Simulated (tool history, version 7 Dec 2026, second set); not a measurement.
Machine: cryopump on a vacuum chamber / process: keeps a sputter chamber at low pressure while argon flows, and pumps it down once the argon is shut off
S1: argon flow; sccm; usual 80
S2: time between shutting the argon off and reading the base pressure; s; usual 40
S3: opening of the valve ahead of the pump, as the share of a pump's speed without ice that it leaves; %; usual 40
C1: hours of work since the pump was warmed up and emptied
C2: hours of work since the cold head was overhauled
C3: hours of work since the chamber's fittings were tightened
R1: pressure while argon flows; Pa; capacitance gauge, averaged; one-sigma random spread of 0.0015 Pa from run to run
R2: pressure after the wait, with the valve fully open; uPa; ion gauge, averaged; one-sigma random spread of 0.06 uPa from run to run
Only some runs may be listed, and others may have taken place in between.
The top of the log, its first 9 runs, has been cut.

{"run": 10, "hour": 263.4, "S1": 80, "S2": 38, "S3": 40, "C1": 100, "C2": 799, "C3": 1341, "R1": 0.3722, "R2": 7.85}
{"run": 11, "hour": 307.9, "S1": 80, "S2": 38, "S3": 40, "C1": 133, "C2": 833, "C3": 1374, "R1": 0.3774, "R2": 8.63}
{"run": 12, "hour": 344.6, "S1": 80, "S2": 38, "S3": 40, "C1": 161, "C2": 860, "C3": 1402, "R1": 0.3831, "R2": 8.56}
{"run": 13, "hour": 369.8, "S1": 80, "S2": 38, "S3": 40, "C1": 180, "C2": 879, "C3": 1421, "R1": 0.3849, "R2": 8.74}
{"run": 14, "hour": 405.4, "S1": 80, "S2": 38, "S3": 51, "C1": 207, "C2": 907, "C3": 1448, "R1": 0.3122, "R2": 8.55}
{"run": 15, "hour": 433.0, "S1": 80, "S2": 38, "S3": 51, "C1": 228, "C2": 927, "C3": 1469, "R1": 0.3165, "R2": 9.06}
{"hour": 460.8, "done": "leaking fittings of the chamber tightened, without venting"}
{"run": 16, "hour": 478.2, "S1": 80, "S2": 38, "S3": 51, "C1": 261, "C2": 960, "C3": 13, "R1": 0.3186, "R2": 4.22}
{"run": 17, "hour": 522.5, "S1": 80, "S2": 38, "S3": 51, "C1": 295, "C2": 994, "C3": 47, "R1": 0.3269, "R2": 4.3}
{"run": 18, "hour": 558.2, "S1": 59, "S2": 123, "S3": 48, "C1": 322, "C2": 1021, "C3": 74, "R1": 0.2585, "R2": 1.79}
{"hour": 592.4, "done": "pump warmed up, emptied and cooled again"}
{"run": 19, "hour": 601.5, "S1": 59, "S2": 123, "S3": 48, "C1": 7, "C2": 1050, "C3": 103, "R1": 0.2213, "R2": 1.76}
{"run": 20, "hour": 639.2, "S1": 59, "S2": 123, "S3": 48, "C1": 36, "C2": 1079, "C3": 132, "R1": 0.2255, "R2": 1.84}
{"run": 21, "hour": 670.7, "S1": 59, "S2": 123, "S3": 45, "C1": 59, "C2": 1102, "C3": 155, "R1": 0.2405, "R2": 1.93}
{"run": 22, "hour": 701.3, "S1": 59, "S2": 123, "S3": 45, "C1": 83, "C2": 1126, "C3": 179, "R1": 0.2424, "R2": 1.93}
{"run": 23, "hour": 728.1, "S1": 43, "S2": 123, "S3": 48, "C1": 103, "C2": 1146, "C3": 199, "R1": 0.168, "R2": 2.08}
{"run": 24, "hour": 752.4, "S1": 109, "S2": 41, "S3": 15, "C1": 121, "C2": 1164, "C3": 217, "R1": 1.3146, "R2": 4.45}
{"run": 25, "hour": 779.6, "S1": 48, "S2": 24, "S3": 28, "C1": 142, "C2": 1185, "C3": 238, "R1": 0.3183, "R2": 6.73}
{"run": 26, "hour": 819.6, "S1": 48, "S2": 24, "S3": 28, "C1": 172, "C2": 1216, "C3": 268, "R1": 0.3204, "R2": 7.0}
{"run": 27, "hour": 850.3, "S1": 48, "S2": 24, "S3": 28, "C1": 196, "C2": 1239, "C3": 292, "R1": 0.3212, "R2": 7.08}
{"run": 28, "hour": 878.1, "S1": 48, "S2": 24, "S3": 28, "C1": 217, "C2": 1260, "C3": 313, "R1": 0.3238, "R2": 7.0}
{"run": 29, "hour": 914.3, "S1": 102, "S2": 246, "S3": 34, "C1": 244, "C2": 1287, "C3": 340, "R1": 0.584, "R2": 2.04}
{"run": 30, "hour": 948.1, "S1": 84, "S2": 71, "S3": 34, "C1": 270, "C2": 1313, "C3": 366, "R1": 0.4836, "R2": 3.6}

Each row is a separate what-if for the run after 30, all from the same tool condition, not one after another. Results?
{"run": "A", "hour": 978.0, "S1": 84, "S2": 101, "S3": 34, "C1": 293, "C2": 1336, "C3": 389, "R1": "?", "R2": "?"}
{"run": "B", "hour": 978.0, "S1": 60, "S2": 71, "S3": 34, "C1": 293, "C2": 1336, "C3": 389, "R1": "?", "R2": "?"}
{"run": "C", "hour": 978.0, "S1": 37, "S2": 71, "S3": 34, "C1": 293, "C2": 1336, "C3": 389, "R1": "?", "R2": "?"}

run=A R1=0.4864 R2=3.15
run=B R1=0.3470 R2=3.53
run=C R1=0.2159 R2=3.65
Stripped of hidden state, with their random variation kept, the same runs would have yielded:
run=A R1=0.4424 R2=1.69
run=B R1=0.3157 R2=2.14
run=C R1=0.1964 R2=2.24
